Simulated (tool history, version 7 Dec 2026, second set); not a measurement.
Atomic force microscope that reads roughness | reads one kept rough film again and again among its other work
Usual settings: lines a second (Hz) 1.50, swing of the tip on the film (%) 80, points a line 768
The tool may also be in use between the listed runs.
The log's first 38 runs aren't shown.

run,hour,lines a second (Hz),swing of the tip on the film (%),points a line,roughness of the kept film (nm (root mean square))
39,1488.4,3.43,80,960,0.744
# hour 1506.9: new tip fitted
40,1530.5,2.46,58,315,1.027
41,1552.7,1.82,80,351,0.905
42,1574.5,1.82,80,351,0.905
43,1612.9,1.82,80,351,0.890
44,1657.7,3.26,67,266,0.877
45,1699.6,3.26,67,266,0.858
46,1748.4,2.12,80,768,0.823
# hour 1758.3: new tip fitted
47,1772.0,0.69,79,770,1.057
48,1816.1,1.84,64,770,1.019
49,1865.3,1.84,64,770,0.996
50,1912.7,2.23,74,584,0.896
51,1964.2,2.23,74,584,0.877

Forecast each of these 5 alternatives for the next run:
A,1986.1,0.96,80,768,?
B,1986.1,2.23,63,584,?
C,1986.1,0.57,74,584,?
D,1986.1,2.36,80,403,?
E,1986.1,1.50,78,768,?

run,roughness of the kept film (nm (root mean square))
A,0.932
B,0.934
C,0.986
D,0.807
E,0.895
Without the tool's hidden state the same runs would have given:
run,roughness of the kept film (nm (root mean square))
A,1.025
B,1.027
C,1.084
D,0.888
E,0.984
